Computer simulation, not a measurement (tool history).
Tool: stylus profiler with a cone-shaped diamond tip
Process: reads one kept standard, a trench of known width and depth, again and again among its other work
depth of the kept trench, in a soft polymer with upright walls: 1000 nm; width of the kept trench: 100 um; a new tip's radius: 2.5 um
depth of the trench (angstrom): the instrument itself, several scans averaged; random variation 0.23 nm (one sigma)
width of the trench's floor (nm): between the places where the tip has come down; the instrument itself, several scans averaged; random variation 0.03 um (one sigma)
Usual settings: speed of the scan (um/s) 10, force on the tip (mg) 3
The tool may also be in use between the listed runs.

| run | hour | speed of the scan (um/s) | force on the tip (mg) | depth of the trench (angstrom) | width of the trench's floor (nm) |
|---|---|---|---|---|---|
| 1 | 0 | 10 | 3 | 10106.6 | 95660 |
| 2 | 10.4 | 10 | 2.06 | 10078 | 95670 |
| 3 | 26.5 | 10 | 2.06 | 10084.5 | 95660 |
| 4 | 41.6 | 10 | 2.06 | 10082 | 95690 |
| 5 | 59.2 | 10 | 3 | 10107.6 | 95620 |
| 6 | 67.1 | 10 | 3 | 10105.7 | 95640 |
| 7 | 84.1 | 22 | 3 | 10103.8 | 95540 |
| 8 | 99.5 | 10 | 3 | 10107.9 | 95600 |
| 9 | 108.9 | 10 | 1.74 | 10076.5 | 95620 |
| 10 | 118.6 | 19 | 3 | 10109.4 | 95580 |
| 11 | 129.2 | 5 | 3 | 10103.4 | 95650 |
| 12 | 140.8 | 5 | 3 | 10111.9 | 95630 |
| 13 | 157.6 | 10 | 1.47 | 10072 | 95610 |
| 14 | 173.3 | 10 | 1.47 | 10075.3 | 95600 |
| 15 | 185.8 | 10 | 1.47 | 10075.3 | 95570 |
|  | 188 | height scale calibrated on a step standard |
| 16 | 198.2 | 34 | 3 | 10123.6 | 95490 |
| 17 | 211.6 | 10 | 3 | 10122.8 | 95660 |
| 18 | 223 | 20 | 4.29 | 10148 | 95590 |
| 19 | 232.2 | 20 | 4.29 | 10149.7 | 95520 |
| 20 | 250.7 | 20 | 4.29 | 10145 | 95470 |
| 21 | 258.1 | 10 | 2.08 | 10102.9 | 95500 |
| 22 | 265.9 | 10 | 2.08 | 10106 | 95580 |
| 23 | 281.7 | 3 | 2.08 | 10103.5 | 95560 |
| 24 | 297.7 | 3 | 2.08 | 10107.8 | 95540 |
|  | 299.4 | height scale calibrated on a step standard, once more |
| 25 | 310.6 | 3 | 1.06 | 10047.1 | 95570 |
| 26 | 319.6 | 17 | 1.6 | 10059.6 | 95470 |
| 27 | 330.3 | 17 | 1.47 | 10056.7 | 95450 |
| 28 | 342.6 | 17 | 3.44 | 10101.4 | 95520 |
| 29 | 350.6 | 4 | 4.4 | 10119.9 | 95520 |
| 30 | 359.4 | 4 | 6.97 | 10161.7 | 95520 |
| 31 | 367.3 | 3 | 2.54 | 10083.5 | 95430 |
| 32 | 375.4 | 3 | 2.54 | 10080.9 | 95570 |
| 33 | 392.7 | 10 | 2.02 | 10072.3 | 95450 |

The same runs without the tool's hidden state, with the same run-to-run variation:
The hidden state here: radius of the tip, um; height scale over the true one, %; drift of the gauge itself on depth_nm, %; drift of the gauge itself on floor_um, %.
| run | depth of the trench (angstrom) | width of the trench's floor (nm) |
|---|---|---|
| 1 | 10093.1 | 95930 |
| 2 | 10064.3 | 95940 |
| 3 | 10070.2 | 95940 |
| 4 | 10067.2 | 95980 |
| 5 | 10092.3 | 95910 |
| 6 | 10090.1 | 95940 |
| 7 | 10087.7 | 95850 |
| 8 | 10091.2 | 95920 |
| 9 | 10059.6 | 95940 |
| 10 | 10092.1 | 95910 |
| 11 | 10085.7 | 95980 |
| 12 | 10093.9 | 95970 |
| 13 | 10053.5 | 95970 |
| 14 | 10056.2 | 95960 |
| 15 | 10055.8 | 95940 |
| 16 | 10091.8 | 95870 |
| 17 | 10090.7 | 96040 |
| 18 | 10115.3 | 95980 |
| 19 | 10116.7 | 95910 |
| 20 | 10111.5 | 95870 |
| 21 | 10069.3 | 95910 |
| 22 | 10072.2 | 95990 |
| 23 | 10069.2 | 95980 |
| 24 | 10072.9 | 95970 |
| 25 | 10046.1 | 96010 |
| 26 | 10058.3 | 95910 |
| 27 | 10055 | 95890 |
| 28 | 10099.4 | 95970 |
| 29 | 10117.6 | 95970 |
| 30 | 10159.1 | 95990 |
| 31 | 10080.6 | 95900 |
| 32 | 10077.8 | 96040 |
| 33 | 10068.6 | 95930 |
